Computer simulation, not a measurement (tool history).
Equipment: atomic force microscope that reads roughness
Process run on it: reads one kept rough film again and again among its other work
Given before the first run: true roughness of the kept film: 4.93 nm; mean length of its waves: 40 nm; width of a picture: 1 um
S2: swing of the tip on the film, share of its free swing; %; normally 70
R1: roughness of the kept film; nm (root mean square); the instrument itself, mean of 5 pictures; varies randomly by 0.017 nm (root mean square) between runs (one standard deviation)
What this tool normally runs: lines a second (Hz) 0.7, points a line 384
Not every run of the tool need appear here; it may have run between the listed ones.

run 1 hour=0 | lines_a_second_(Hz)=0.7 S2=70 points_a_line=384 | R1=3.72
run 2 hour=40.1 | lines_a_second_(Hz)=0.7 S2=70 points_a_line=384 | R1=3.354
-- hour=61.4 new tip fitted
run 3 hour=81.5 | lines_a_second_(Hz)=0.7 S2=70 points_a_line=384 | R1=3.874
run 4 hour=129.3 | lines_a_second_(Hz)=0.7 S2=70 points_a_line=384 | R1=3.423
-- hour=164.2 new tip fitted
run 5 hour=188.3 | lines_a_second_(Hz)=1.58 S2=70 points_a_line=384 | R1=3.77
run 6 hour=228.4 | lines_a_second_(Hz)=1.58 S2=70 points_a_line=384 | R1=3.378
-- hour=267 new tip fitted
run 7 hour=277 | lines_a_second_(Hz)=2.607 S2=70 points_a_line=384 | R1=3.74
run 8 hour=336.5 | lines_a_second_(Hz)=2.607 S2=70 points_a_line=384 | R1=3.178
-- hour=367.9 new tip fitted
run 9 hour=377.2 | lines_a_second_(Hz)=0.613 S2=70 points_a_line=384 | R1=4.111
run 10 hour=409.1 | lines_a_second_(Hz)=0.613 S2=70 points_a_line=384 | R1=3.719
run 11 hour=465 | lines_a_second_(Hz)=0.613 S2=70 points_a_line=384 | R1=3.135
-- hour=468.4 new tip fitted
run 12 hour=516.7 | lines_a_second_(Hz)=0.613 S2=70 points_a_line=384 | R1=3.606
run 13 hour=548 | lines_a_second_(Hz)=2.753 S2=56 points_a_line=484 | R1=3.233
-- hour=568.8 new tip fitted
run 14 hour=615.8 | lines_a_second_(Hz)=2.753 S2=56 points_a_line=551 | R1=3.563
run 15 hour=659.8 | lines_a_second_(Hz)=1.088 S2=56 points_a_line=438 | R1=3.252
-- hour=669.1 new tip fitted
run 16 hour=721.3 | lines_a_second_(Hz)=1.104 S2=56 points_a_line=650 | R1=3.529
-- hour=770.1 new tip fitted
run 17 hour=783.4 | lines_a_second_(Hz)=0.611 S2=77 points_a_line=660 | R1=4.043
run 18 hour=821.1 | lines_a_second_(Hz)=1.331 S2=77 points_a_line=487 | R1=3.442
run 19 hour=856.9 | lines_a_second_(Hz)=1.331 S2=77 points_a_line=487 | R1=3.088
-- hour=870.8 new tip fitted
run 20 hour=906.9 | lines_a_second_(Hz)=1.331 S2=77 points_a_line=487 | R1=3.578
-- hour=972.1 new tip fitted
run 21 hour=976.5 | lines_a_second_(Hz)=1.331 S2=77 points_a_line=487 | R1=3.981

Had the tool no unlogged condition, and each run kept its random variation, what would the results have been?
What the log doesn't record here: radius of the tip, nm; height scale over the true one, %; drift of the gauge itself on roughness_nm, %.
run=1 R1=4.243
run=2 R1=4.247
run=3 R1=4.223
run=4 R1=4.29
run=5 R1=4.091
run=6 R1=4.101
run=7 R1=3.943
run=8 R1=3.937
run=9 R1=4.302
run=10 R1=4.269
run=11 R1=4.254
run=12 R1=4.273
run=13 R1=4.205
run=14 R1=4.187
run=15 R1=4.284
run=16 R1=4.296
run=17 R1=4.237
run=18 R1=4.048
run=19 R1=4.058
run=20 R1=4.06
run=21 R1=4.07
